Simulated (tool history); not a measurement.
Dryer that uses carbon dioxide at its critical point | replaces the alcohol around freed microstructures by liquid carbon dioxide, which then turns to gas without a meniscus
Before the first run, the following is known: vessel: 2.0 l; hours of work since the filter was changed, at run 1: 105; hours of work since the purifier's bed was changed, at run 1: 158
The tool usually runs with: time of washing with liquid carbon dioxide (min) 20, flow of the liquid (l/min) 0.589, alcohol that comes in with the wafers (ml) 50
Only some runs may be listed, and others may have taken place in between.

| run | hour | time of washing with liquid carbon dioxide (min) | flow of the liquid (l/min) | alcohol that comes in with the wafers (ml) | hours of work since the filter was changed | hours of work since the purifier's bed was changed | alcohol left in the vessel before it's heated (ppm by volume) |
|---|---|---|---|---|---|---|---|
| 1 | 0.0 | 20 | 0.589 | 50 | 105 | 158 | 167 |
| 2 | 8.5 | 20 | 0.589 | 50 | 111 | 163 | 166 |
| 3 | 14.7 | 13 | 0.589 | 50 | 115 | 167 | 872 |
| 4 | 19.8 | 20 | 0.395 | 50 | 118 | 171 | 795 |
| 5 | 25.1 | 20 | 0.395 | 50 | 121 | 174 | 782 |
| 6 | 31.7 | 20 | 0.589 | 61 | 126 | 178 | 220 |
| 7 | 40.4 | 20 | 0.589 | 61 | 131 | 184 | 217 |
| 8 | 46.4 | 20 | 0.589 | 50 | 135 | 188 | 178 |
| 9 | 52.3 | 20 | 0.589 | 50 | 139 | 192 | 178 |
| 10 | 59.4 | 17 | 0.589 | 50 | 144 | 196 | 368 |
| 11 | 65.0 | 17 | 0.589 | 50 | 147 | 200 | 367 |
| 12 | 74.3 | 20 | 0.941 | 50 | 153 | 206 | 53 |
| 13 | 79.9 | 17 | 0.589 | 50 | 157 | 210 | 365 |
| 14 | 85.7 | 20 | 0.589 | 50 | 161 | 214 | 198 |
| 15 | 95.0 | 20 | 0.589 | 50 | 167 | 220 | 197 |
| 16 | 104.2 | 20 | 0.589 | 50 | 173 | 226 | 200 |
| 17 | 110.7 | 16 | 0.589 | 50 | 177 | 230 | 477 |
| 18 | 117.3 | 20 | 0.564 | 50 | 181 | 234 | 249 |
| 19 | 121.2 | 20 | 0.564 | 50 | 184 | 237 | 244 |
| 20 | 128.0 | 20 | 0.564 | 50 | 188 | 241 | 242 |
| 21 | 135.0 | 20 | 0.482 | 50 | 193 | 246 | 443 |
| 22 | 144.1 | 20 | 0.482 | 50 | 199 | 252 | 443 |
| 23 | 151.1 | 20 | 0.482 | 50 | 203 | 256 | 450 |
| 24 | 157.9 | 20 | 0.482 | 50 | 208 | 261 | 456 |
| 25 | 161.9 | 18 | 0.482 | 75 | 210 | 263 | 942 |
| 26 | 166.1 | 18 | 0.729 | 86 | 213 | 266 | 221 |
| 27 | 173.9 | 18 | 0.729 | 86 | 218 | 271 | 229 |
| 28 | 180.3 | 26 | 0.589 | 50 | 222 | 275 | 90 |
| 29 | 188.1 | 16 | 0.361 | 25 | 227 | 280 | 1093 |
| 30 | 195.9 | 16 | 0.361 | 25 | 233 | 285 | 1094 |
| 31 | 204.5 | 19 | 0.784 | 52 | 238 | 291 | 105 |
| 32 | 211.1 | 23 | 0.427 | 24 | 242 | 295 | 233 |
| 33 | 218.5 | 14 | 0.427 | 37 | 247 | 300 | 1500 |
|  | 220.8 | inlet filter changed |
| 34 | 226.4 | 23 | 0.551 | 20 | 4 | 305 | 82 |
| 35 | 232.9 | 21 | 0.474 | 28 | 8 | 309 | 203 |
| 36 | 240.4 | 21 | 0.474 | 28 | 13 | 314 | 211 |
| 37 | 249.1 | 20 | 0.496 | 86 | 18 | 319 | 531 |
| 38 | 256.5 | 21 | 0.754 | 25 | 23 | 324 | 66 |
| 39 | 265.6 | 20 | 0.381 | 50 | 29 | 330 | 818 |
| 40 | 272.1 | 12 | 0.783 | 113 | 33 | 334 | 938 |
| 41 | 278.9 | 20 | 0.450 | 23 | 38 | 339 | 254 |
| 42 | 284.4 | 12 | 0.502 | 48 | 41 | 342 | 1655 |
| 43 | 293.0 | 12 | 0.502 | 48 | 47 | 348 | 1668 |
| 44 | 302.1 | 12 | 0.502 | 48 | 53 | 354 | 1643 |
| 45 | 310.7 | 12 | 0.502 | 48 | 59 | 359 | 1676 |
| 46 | 318.9 | 17 | 0.502 | 84 | 64 | 365 | 1003 |
| 47 | 324.0 | 32 | 0.973 | 31 | 67 | 368 | 66 |

3 options for the next run, each taken on its own from the tool as it stands now. Forecast them:
| A | 333.1 | 22 | 0.589 | 50 | 73 | 374 | ? |
| B | 333.1 | 32 | 0.973 | 38 | 73 | 374 | ? |
| C | 333.1 | 20 | 0.741 | 31 | 73 | 374 | ? |

| run | alcohol left in the vessel before it's heated (ppm by volume) |
|---|---|
| A | 149 |
| B | 67 |
| C | 85 |
Had the tool no hidden state, the same runs would have come out as:
| run | alcohol left in the vessel before it's heated (ppm by volume) |
|---|---|
| A | 74 |
| B | 7 |
| C | 21 |
